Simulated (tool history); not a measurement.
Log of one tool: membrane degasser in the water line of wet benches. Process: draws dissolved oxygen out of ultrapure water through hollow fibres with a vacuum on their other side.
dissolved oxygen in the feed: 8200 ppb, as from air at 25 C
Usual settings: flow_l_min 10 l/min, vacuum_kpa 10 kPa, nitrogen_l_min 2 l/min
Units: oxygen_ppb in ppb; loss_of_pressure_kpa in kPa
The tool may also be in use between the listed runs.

run 1 hour=0 | flow_l_min=10 vacuum_kpa=10 nitrogen_l_min=2 | oxygen_ppb=298.2 loss_of_pressure_kpa=55.35
run 2 hour=58.8 | flow_l_min=10 vacuum_kpa=10 nitrogen_l_min=2 | oxygen_ppb=295.2 loss_of_pressure_kpa=55.43
run 3 hour=180.6 | flow_l_min=10 vacuum_kpa=10 nitrogen_l_min=2 | oxygen_ppb=297.9 loss_of_pressure_kpa=55.35
run 4 hour=260.4 | flow_l_min=10 vacuum_kpa=6.2 nitrogen_l_min=2 | oxygen_ppb=252.2 loss_of_pressure_kpa=55.22
run 5 hour=324.3 | flow_l_min=10 vacuum_kpa=6.2 nitrogen_l_min=2 | oxygen_ppb=254.9 loss_of_pressure_kpa=55.54
run 6 hour=396.2 | flow_l_min=10 vacuum_kpa=6.2 nitrogen_l_min=2 | oxygen_ppb=254.7 loss_of_pressure_kpa=55.71
run 7 hour=474.1 | flow_l_min=10 vacuum_kpa=6.2 nitrogen_l_min=2 | oxygen_ppb=254.7 loss_of_pressure_kpa=55.52
run 8 hour=579.1 | flow_l_min=10 vacuum_kpa=10 nitrogen_l_min=2 | oxygen_ppb=302 loss_of_pressure_kpa=55.7
run 9 hour=712.3 | flow_l_min=10 vacuum_kpa=10 nitrogen_l_min=2 | oxygen_ppb=300.5 loss_of_pressure_kpa=55.21
run 10 hour=850 | flow_l_min=16 vacuum_kpa=10 nitrogen_l_min=2 | oxygen_ppb=821.9 loss_of_pressure_kpa=89.08
run 11 hour=966 | flow_l_min=9 vacuum_kpa=10 nitrogen_l_min=2 | oxygen_ppb=234.3 loss_of_pressure_kpa=49.58
run 12 hour=1083.3 | flow_l_min=9 vacuum_kpa=10 nitrogen_l_min=2 | oxygen_ppb=233.6 loss_of_pressure_kpa=50.62
run 13 hour=1141.8 | flow_l_min=10 vacuum_kpa=10 nitrogen_l_min=2 | oxygen_ppb=304.9 loss_of_pressure_kpa=55.64
run 14 hour=1246.8 | flow_l_min=10 vacuum_kpa=10 nitrogen_l_min=2 | oxygen_ppb=306.5 loss_of_pressure_kpa=55.61
run 15 hour=1378.4 | flow_l_min=10 vacuum_kpa=10 nitrogen_l_min=2 | oxygen_ppb=309.4 loss_of_pressure_kpa=55.55
run 16 hour=1498.2 | flow_l_min=10 vacuum_kpa=10.9 nitrogen_l_min=2 | oxygen_ppb=313.5 loss_of_pressure_kpa=56.05
-- hour=1510 vacuum gauge calibrated
run 17 hour=1558.6 | flow_l_min=8 vacuum_kpa=10.9 nitrogen_l_min=2 | oxygen_ppb=182.5 loss_of_pressure_kpa=44.86
run 18 hour=1690.1 | flow_l_min=8 vacuum_kpa=6.6 nitrogen_l_min=2 | oxygen_ppb=141.9 loss_of_pressure_kpa=45
run 19 hour=1800 | flow_l_min=8 vacuum_kpa=15.8 nitrogen_l_min=1.09 | oxygen_ppb=328.2 loss_of_pressure_kpa=44.73
run 20 hour=1922.6 | flow_l_min=8 vacuum_kpa=15.8 nitrogen_l_min=1.09 | oxygen_ppb=331.1 loss_of_pressure_kpa=44.65
run 21 hour=2049.8 | flow_l_min=6 vacuum_kpa=10 nitrogen_l_min=1.68 | oxygen_ppb=96.6 loss_of_pressure_kpa=33.67
run 22 hour=2162.8 | flow_l_min=10 vacuum_kpa=15.4 nitrogen_l_min=2 | oxygen_ppb=364.2 loss_of_pressure_kpa=56.12
run 23 hour=2270.3 | flow_l_min=10 vacuum_kpa=15.4 nitrogen_l_min=2 | oxygen_ppb=371.7 loss_of_pressure_kpa=56.03
run 24 hour=2326.7 | flow_l_min=13 vacuum_kpa=15.4 nitrogen_l_min=1.5 | oxygen_ppb=666.2 loss_of_pressure_kpa=72.52
run 25 hour=2392 | flow_l_min=13 vacuum_kpa=15.4 nitrogen_l_min=1.52 | oxygen_ppb=684.5 loss_of_pressure_kpa=72.7
run 26 hour=2481.9 | flow_l_min=11 vacuum_kpa=7.5 nitrogen_l_min=1.52 | oxygen_ppb=374.8 loss_of_pressure_kpa=62.29
run 27 hour=2607.5 | flow_l_min=11 vacuum_kpa=7.5 nitrogen_l_min=1.52 | oxygen_ppb=370.7 loss_of_pressure_kpa=62.28
run 28 hour=2719.3 | flow_l_min=8 vacuum_kpa=19.3 nitrogen_l_min=1.52 | oxygen_ppb=315.8 loss_of_pressure_kpa=44.95
run 29 hour=2837.6 | flow_l_min=10 vacuum_kpa=12.2 nitrogen_l_min=1.02 | oxygen_ppb=428.4 loss_of_pressure_kpa=56.45
run 30 hour=2910.2 | flow_l_min=10 vacuum_kpa=12.2 nitrogen_l_min=1.02 | oxygen_ppb=429.9 loss_of_pressure_kpa=56.13
run 31 hour=2982.5 | flow_l_min=8 vacuum_kpa=7.5 nitrogen_l_min=1.02 | oxygen_ppb=192.1 loss_of_pressure_kpa=45.14
run 32 hour=3098.5 | flow_l_min=8 vacuum_kpa=7.5 nitrogen_l_min=1.02 | oxygen_ppb=190.6 loss_of_pressure_kpa=44.91

Some steps in oxygen_ppb between neighbouring runs. How much of each would the tool show without its hidden state too (settings, what came in, random variation), and how much is left for the hidden state, with any gauge scatter that isn't in both results?
The hidden state here: membrane still open, %; true pressure behind the membrane over the reading, kPa; air that leaks in behind the membrane, l/min; drift of the gauge itself on oxygen_ppb, %; drift of the gauge itself on loss_of_pressure_kpa, %.
Run 9 -> 10: flow_l_min 10 -> 16. oxygen_ppb +521.4 ppb: hidden state +17.1, all else +504.3.
Run 10 -> 11: flow_l_min 16 -> 9. oxygen_ppb -587.6 ppb: hidden state -18.8, all else -568.8.
Run 21 -> 22: flow_l_min 6 -> 10, vacuum_kpa 10 -> 15.4, nitrogen_l_min 1.68 -> 2. oxygen_ppb +267.6 ppb: hidden state +15.9, all else +251.7.
Run 25 -> 26: flow_l_min 13 -> 11, vacuum_kpa 15.4 -> 7.5. oxygen_ppb -309.7 ppb: hidden state -9.9, all else -299.8.
